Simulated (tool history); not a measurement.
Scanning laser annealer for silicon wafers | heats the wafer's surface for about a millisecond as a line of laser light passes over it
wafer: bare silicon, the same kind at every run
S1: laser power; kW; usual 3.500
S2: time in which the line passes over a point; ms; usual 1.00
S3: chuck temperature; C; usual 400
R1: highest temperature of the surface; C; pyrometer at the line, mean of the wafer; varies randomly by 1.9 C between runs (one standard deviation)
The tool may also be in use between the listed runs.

| run | hour | S1 | S2 | S3 | R1 |
|---|---|---|---|---|---|
| 1 | 0.0 | 3.500 | 1.00 | 400 | 1197 |
| 2 | 16.5 | 3.500 | 1.00 | 400 | 1198 |
| 3 | 26.6 | 3.692 | 1.00 | 400 | 1248 |
| 4 | 40.1 | 3.692 | 1.00 | 400 | 1239 |
| 5 | 59.9 | 3.500 | 0.89 | 400 | 1139 |
| 6 | 82.1 | 3.486 | 1.00 | 400 | 1193 |
| 7 | 103.1 | 3.479 | 1.00 | 400 | 1183 |
| 8 | 120.3 | 3.479 | 1.00 | 400 | 1185 |
| 9 | 135.9 | 3.500 | 1.00 | 400 | 1184 |
| 10 | 159.7 | 3.500 | 1.20 | 400 | 1278 |
| 11 | 170.7 | 3.500 | 1.00 | 400 | 1187 |
|  | 191.5 | optics aligned, line set to its width |
| 12 | 192.9 | 3.500 | 1.00 | 400 | 1198 |
| 13 | 209.6 | 3.500 | 1.00 | 400 | 1196 |
| 14 | 219.7 | 3.500 | 1.00 | 400 | 1198 |
|  | 222.9 | window over the wafer cleaned |
| 15 | 235.0 | 3.500 | 1.00 | 400 | 1175 |
| 16 | 252.6 | 3.500 | 1.00 | 400 | 1175 |
| 17 | 271.8 | 3.500 | 1.00 | 400 | 1169 |
|  | 279.3 | window over the wafer cleaned, once more |
| 18 | 287.8 | 3.500 | 1.00 | 400 | 1230 |
| 19 | 300.0 | 3.500 | 0.92 | 433 | 1224 |
| 20 | 321.1 | 3.500 | 0.92 | 370 | 1160 |
| 21 | 335.1 | 3.500 | 0.92 | 370 | 1157 |
| 22 | 351.1 | 3.500 | 0.92 | 370 | 1156 |
| 23 | 364.0 | 3.658 | 1.00 | 392 | 1262 |
| 24 | 382.3 | 3.549 | 1.00 | 387 | 1226 |
| 25 | 397.5 | 3.481 | 0.74 | 435 | 1122 |
| 26 | 413.1 | 3.481 | 0.74 | 435 | 1122 |
| 27 | 423.7 | 3.481 | 0.74 | 366 | 1052 |
| 28 | 445.0 | 3.481 | 0.74 | 366 | 1050 |
| 29 | 459.1 | 3.216 | 1.00 | 400 | 1145 |

5 options for the next run, each taken on its own from the tool as it stands now. Forecast them:
| A | 478.1 | 3.216 | 0.80 | 393 | ? |
| B | 478.1 | 3.216 | 0.93 | 400 | ? |
| C | 478.1 | 3.240 | 1.00 | 424 | ? |
| D | 478.1 | 3.654 | 0.73 | 438 | ? |
| E | 478.1 | 3.475 | 0.88 | 400 | ? |

| run | R1 |
|---|---|
| A | 1043 |
| B | 1111 |
| C | 1178 |
| D | 1157 |
| E | 1157 |
With the hidden condition removed and each run's random variation left untouched, the same runs would have given:
| run | R1 |
|---|---|
| A | 1050 |
| B | 1118 |
| C | 1186 |
| D | 1165 |
| E | 1165 |
